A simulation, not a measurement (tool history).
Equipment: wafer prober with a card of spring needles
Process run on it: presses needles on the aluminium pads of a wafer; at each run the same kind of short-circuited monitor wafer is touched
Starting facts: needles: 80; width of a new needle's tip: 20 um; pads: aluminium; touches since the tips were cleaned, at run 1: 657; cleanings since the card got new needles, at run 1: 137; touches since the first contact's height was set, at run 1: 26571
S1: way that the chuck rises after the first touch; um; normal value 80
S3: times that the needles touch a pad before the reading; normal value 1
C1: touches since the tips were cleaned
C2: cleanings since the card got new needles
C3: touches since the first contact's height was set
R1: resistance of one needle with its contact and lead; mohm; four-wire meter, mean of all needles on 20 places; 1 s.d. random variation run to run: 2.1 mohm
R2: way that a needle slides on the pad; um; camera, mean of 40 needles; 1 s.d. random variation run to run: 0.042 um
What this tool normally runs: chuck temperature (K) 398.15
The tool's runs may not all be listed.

Run 1, hour 0.0: usual settings; C1 657; C2 137; C3 26571. Result: R1 236 mohm, R2 14.52 um.
At hour 7.0: tips cleaned on abrasive film.
At hour 15.2: tips cleaned on abrasive film.
Run 2, hour 18.3: usual settings; C1 1926; C2 139; C3 37862. Result: R1 236 mohm, R2 14.42 um.
At hour 23.2: tips cleaned on abrasive film.
At hour 31.8: tips cleaned on abrasive film.
At hour 39.0: tips cleaned on abrasive film.
Run 3, hour 39.0: usual settings; C1 0; C2 142; C3 50535. Result: R1 236 mohm, R2 14.51 um.
At hour 47.2: tips cleaned on abrasive film.
At hour 55.4: tips cleaned on abrasive film.
At hour 63.2: tips cleaned on abrasive film.
Run 4, hour 65.5: usual settings; C1 1481; C2 145; C3 66912. Result: R1 235 mohm, R2 14.46 um.
At hour 70.3: tips cleaned on abrasive film.
At hour 78.7: tips cleaned on abrasive film.
At hour 87.4: tips cleaned on abrasive film.
Run 5, hour 92.7: usual settings; C1 3274; C2 148; C3 83630. Result: R1 238 mohm, R2 14.51 um.
At hour 94.5: tips cleaned on abrasive film.
At hour 102.7: tips cleaned on abrasive film.
Run 6, hour 105.6: usual settings but S1 83 um; C1 1804; C2 150; C3 91594. Result: R1 235 mohm, R2 15.05 um.
At hour 110.2: tips cleaned on abrasive film.
At hour 117.9: tips cleaned on abrasive film.
At hour 126.6: tips cleaned on abrasive film.
Run 7, hour 133.4: usual settings but S1 83 um; C1 4233; C2 153; C3 108689. Result: R1 240 mohm, R2 14.98 um.
At hour 135.2: tips cleaned on abrasive film.
At hour 144.0: tips cleaned on abrasive film.
At hour 152.6: tips cleaned on abrasive film.
Run 8, hour 158.9: usual settings but S1 83 um; C1 3971; C2 156; C3 124436. Result: R1 237 mohm, R2 15.00 um.
At hour 160.6: tips cleaned on abrasive film.
At hour 169.0: tips cleaned on abrasive film.
At hour 177.5: tips cleaned on abrasive film.
At hour 186.2: tips cleaned on abrasive film.
Run 9, hour 186.6: usual settings but S1 83 um; C1 229; C2 160; C3 141428. Result: R1 237 mohm, R2 14.99 um.
At hour 194.9: tips cleaned on abrasive film.
At hour 203.3: tips cleaned on abrasive film.
Run 10, hour 208.7: usual settings but S1 83 um; C1 3367; C2 162; C3 155067. Result: R1 236 mohm, R2 15.00 um.
At hour 210.5: tips cleaned on abrasive film.
At hour 218.6: tips cleaned on abrasive film.
Run 11, hour 222.1: usual settings but S1 83 um; C1 2207; C2 164; C3 163314. Result: R1 237 mohm, R2 14.98 um.
At hour 225.7: tips cleaned on abrasive film.
At hour 233.3: tips cleaned on abrasive film.
At hour 238.8: height of the first contact set anew.
At hour 242.4: tips cleaned on abrasive film.
Run 12, hour 248.8: usual settings; C1 4011; C2 167; C3 6170. Result: R1 238 mohm, R2 14.54 um.
At hour 250.7: tips cleaned on abrasive film.
At hour 259.4: tips cleaned on abrasive film.
At hour 267.9: tips cleaned on abrasive film.
Run 13, hour 274.1: usual settings; C1 3806; C2 170; C3 21699. Result: R1 237 mohm, R2 14.56 um.
At hour 275.9: tips cleaned on abrasive film.
At hour 284.1: tips cleaned on abrasive film.
At hour 292.3: tips cleaned on abrasive film.
Run 14, hour 296.6: usual settings but S3 3; C1 2712; C2 173; C3 35574. Result: R1 239 mohm, R2 14.51 um.
At hour 300.2: tips cleaned on abrasive film.
At hour 309.0: tips cleaned on abrasive film.
At hour 317.7: tips cleaned on abrasive film.
At hour 325.3: tips cleaned on abrasive film.
Run 15, hour 325.3: usual settings but S1 90 um, chuck temperature (K) 308.15, S3 2; C1 0; C2 177; C3 53187. Result: R1 210 mohm, R2 16.30 um.
At hour 333.1: tips cleaned on abrasive film.
At hour 341.0: tips cleaned on abrasive film.
Run 16, hour 341.8: usual settings but S1 90 um, chuck temperature (K) 308.15, S3 2; C1 490; C2 179; C3 63348. Result: R1 214 mohm, R2 16.34 um.
At hour 348.5: tips cleaned on abrasive film.
Run 17, hour 354.0: usual settings but S1 84 um, chuck temperature (K) 342.15, S3 2; C1 3461; C2 180; C3 70919. Result: R1 223 mohm, R2 15.28 um.
At hour 355.8: tips cleaned on abrasive film.
At hour 362.8: tips cleaned on abrasive film.
At hour 371.2: tips cleaned on abrasive film.
Run 18, hour 371.6: usual settings but S1 91 um, chuck temperature (K) 301.15; C1 266; C2 183; C3 81660. Result: R1 211 mohm, R2 16.54 um.
At hour 379.9: tips cleaned on abrasive film.
At hour 388.6: tips cleaned on abrasive film.
Run 19, hour 389.4: usual settings but S1 72 um, chuck temperature (K) 390.15; C1 485; C2 185; C3 92647. Result: R1 234 mohm, R2 13.00 um.
At hour 396.4: tips cleaned on abrasive film.
At hour 404.5: tips cleaned on abrasive film.
Run 20, hour 404.5: usual settings but S1 72 um, chuck temperature (K) 390.15; C1 0; C2 187; C3 101938. Result: R1 236 mohm, R2 13.07 um.
At hour 411.6: tips cleaned on abrasive film.
At hour 419.2: tips cleaned on abrasive film.
Run 21, hour 422.0: usual settings but chuck temperature (K) 326.15; C1 1746; C2 189; C3 112699. Result: R1 220 mohm, R2 14.57 um.
At hour 426.9: tips cleaned on abrasive film.
At hour 435.0: tips cleaned on abrasive film.
At hour 443.6: tips cleaned on abrasive film.
Run 22, hour 446.3: usual settings but S1 88 um, chuck temperature (K) 382.15; C1 1689; C2 192; C3 127639. Result: R1 232 mohm, R2 16.01 um.
At hour 451.4: tips cleaned on abrasive film.
Run 23, hour 458.0: usual settings but S1 88 um, chuck temperature (K) 382.15; C1 4113; C2 193; C3 134872. Result: R1 231 mohm, R2 15.92 um.
At hour 459.8: tips cleaned on abrasive film.
At hour 468.4: tips cleaned on abrasive film.
At hour 476.1: tips cleaned on abrasive film.
Run 24, hour 476.5: usual settings but S1 86 um, chuck temperature (K) 304.15; C1 276; C2 196; C3 146257. Result: R1 214 mohm, R2 15.63 um.
At hour 483.6: tips cleaned on abrasive film.
At hour 491.8: tips cleaned on abrasive film.
At hour 499.7: tips cleaned on abrasive film.
Run 25, hour 499.7: usual settings but S1 86 um, chuck temperature (K) 304.15; C1 0; C2 199; C3 160501. Result: R1 213 mohm, R2 15.52 um.
At hour 506.9: tips cleaned on abrasive film.
At hour 514.9: tips cleaned on abrasive film.
Run 26, hour 519.5: usual settings but S1 86 um, chuck temperature (K) 304.15, S3 3; C1 2863; C2 201; C3 172735. Result: R1 213 mohm, R2 15.55 um.
At hour 521.1: height of the first contact set anew.
At hour 522.9: tips cleaned on abrasive film.
At hour 531.4: tips cleaned on abrasive film.
Run 27, hour 532.0: usual settings; C1 369; C2 203; C3 6682. Result: R1 236 mohm, R2 14.43 um.
At hour 539.6: tips cleaned on abrasive film.
At hour 547.5: tips cleaned on abrasive film.
Run 28, hour 549.1: usual settings; C1 974; C2 205; C3 17182. Result: R1 234 mohm, R2 14.52 um.

Hidden state at the last listed run before each entry between runs and at the first one after, where it differs:
Between runs 1 and 2: tips cleaned on abrasive film (hour 7.0); tips cleaned on abrasive film (hour 15.2)
  debris on the tips, nm: 0.3 -> 0.7
Between runs 2 and 3: tips cleaned on abrasive film (hour 23.2); tips cleaned on abrasive film (hour 31.8); tips cleaned on abrasive film (hour 39.0)
  debris on the tips, nm: 0.7 -> 0.1; way that the needles fall short of the set height, um: 0.01 -> 0.02
Between runs 3 and 4: tips cleaned on abrasive film (hour 47.2); tips cleaned on abrasive film (hour 55.4); tips cleaned on abrasive film (hour 63.2)
  debris on the tips, nm: 0.1 -> 0.6; tips' diameter, um: 20.08 -> 20.09
Between runs 4 and 5: tips cleaned on abrasive film (hour 70.3); tips cleaned on abrasive film (hour 78.7); tips cleaned on abrasive film (hour 87.4)
  debris on the tips, nm: 0.6 -> 1; way that the needles fall short of the set height, um: 0.02 -> 0.03
Between runs 5 and 6: tips cleaned on abrasive film (hour 94.5); tips cleaned on abrasive film (hour 102.7)
  debris on the tips, nm: 1 -> 0.6
Between runs 6 and 7: tips cleaned on abrasive film (hour 110.2); tips cleaned on abrasive film (hour 117.9); tips cleaned on abrasive film (hour 126.6)
  debris on the tips, nm: 0.6 -> 1.1; way that the needles fall short of the set height, um: 0.03 -> 0.04
Between runs 7 and 8: tips cleaned on abrasive film (hour 135.2); tips cleaned on abrasive film (hour 144.0); tips cleaned on abrasive film (hour 152.6)
  debris on the tips, nm: 1.1 -> 1
Between runs 8 and 9: tips cleaned on abrasive film (hour 160.6); tips cleaned on abrasive film (hour 169.0); tips cleaned on abrasive film (hour 177.5); tips cleaned on abrasive film (hour 186.2)
  debris on the tips, nm: 1 -> 0.2; way that the needles fall short of the set height, um: 0.04 -> 0.05; tips' diameter, um: 20.09 -> 20.1
Between runs 9 and 10: tips cleaned on abrasive film (hour 194.9); tips cleaned on abrasive film (hour 203.3)
  debris on the tips, nm: 0.2 -> 1
Between runs 10 and 11: tips cleaned on abrasive film (hour 210.5); tips cleaned on abrasive film (hour 218.6)
  debris on the tips, nm: 1 -> 0.8
Between runs 11 and 12: tips cleaned on abrasive film (hour 225.7); tips cleaned on abrasive film (hour 233.3); height of the first contact set anew (hour 238.8); tips cleaned on abrasive film (hour 242.4)
  debris on the tips, nm: 0.8 -> 1.1; way that the needles fall short of the set height, um: 0.05 -> 0
Between runs 12 and 13: tips cleaned on abrasive film (hour 250.7); tips cleaned on abrasive film (hour 259.4); tips cleaned on abrasive film (hour 267.9)
  way that the needles fall short of the set height, um: 0 -> 0.01
Between runs 13 and 14: tips cleaned on abrasive film (hour 275.9); tips cleaned on abrasive film (hour 284.1); tips cleaned on abrasive film (hour 292.3)
  debris on the tips, nm: 1.1 -> 0.8
Between runs 14 and 15: tips cleaned on abrasive film (hour 300.2); tips cleaned on abrasive film (hour 309.0); tips cleaned on abrasive film (hour 317.7); tips cleaned on abrasive film (hour 325.3)
  debris on the tips, nm: 0.8 -> 0.1; way that the needles fall short of the set height, um: 0.01 -> 0.02; tips' diameter, um: 20.1 -> 20.11
Between runs 15 and 16: tips cleaned on abrasive film (hour 333.1); tips cleaned on abrasive film (hour 341.0)
  debris on the tips, nm: 0.1 -> 0.3
Between runs 16 and 17: tips cleaned on abrasive film (hour 348.5)
  debris on the tips, nm: 0.3 -> 0.9
Between runs 17 and 18: tips cleaned on abrasive film (hour 355.8); tips cleaned on abrasive film (hour 362.8); tips cleaned on abrasive film (hour 371.2)
  debris on the tips, nm: 0.9 -> 0.2; way that the needles fall short of the set height, um: 0.02 -> 0.03
Between runs 18 and 19: tips cleaned on abrasive film (hour 379.9); tips cleaned on abrasive film (hour 388.6)
  debris on the tips, nm: 0.2 -> 0.3
Between runs 19 and 20: tips cleaned on abrasive film (hour 396.4); tips cleaned on abrasive film (hour 404.5)
  debris on the tips, nm: 0.3 -> 0.1; way that the needles fall short of the set height, um: 0.03 -> 0.04
Between runs 20 and 21: tips cleaned on abrasive film (hour 411.6); tips cleaned on abrasive film (hour 419.2)
  debris on the tips, nm: 0.1 -> 0.6
Between runs 21 and 22: tips cleaned on abrasive film (hour 426.9); tips cleaned on abrasive film (hour 435.0); tips cleaned on abrasive film (hour 443.6)
  no hidden state differs between the two runs
Between runs 22 and 23: tips cleaned on abrasive film (hour 451.4)
  debris on the tips, nm: 0.6 -> 1.1; way that the needles fall short of the set height, um: 0.04 -> 0.05; tips' diameter, um: 20.11 -> 20.12
Between runs 23 and 24: tips cleaned on abrasive film (hour 459.8); tips cleaned on abrasive film (hour 468.4); tips cleaned on abrasive film (hour 476.1)
  debris on the tips, nm: 1.1 -> 0.2
Between runs 24 and 25: tips cleaned on abrasive film (hour 483.6); tips cleaned on abrasive film (hour 491.8); tips cleaned on abrasive film (hour 499.7)
  debris on the tips, nm: 0.2 -> 0.1; way that the needles fall short of the set height, um: 0.05 -> 0.06
Between runs 25 and 26: tips cleaned on abrasive film (hour 506.9); tips cleaned on abrasive film (hour 514.9)
  debris on the tips, nm: 0.1 -> 0.8
Between runs 26 and 27: height of the first contact set anew (hour 521.1); tips cleaned on abrasive film (hour 522.9); tips cleaned on abrasive film (hour 531.4)
  debris on the tips, nm: 0.8 -> 0.2; way that the needles fall short of the set height, um: 0.06 -> 0
Between runs 27 and 28: tips cleaned on abrasive film (hour 539.6); tips cleaned on abrasive film (hour 547.5)
  debris on the tips, nm: 0.2 -> 0.4; way that the needles fall short of the set height, um: 0 -> 0.01

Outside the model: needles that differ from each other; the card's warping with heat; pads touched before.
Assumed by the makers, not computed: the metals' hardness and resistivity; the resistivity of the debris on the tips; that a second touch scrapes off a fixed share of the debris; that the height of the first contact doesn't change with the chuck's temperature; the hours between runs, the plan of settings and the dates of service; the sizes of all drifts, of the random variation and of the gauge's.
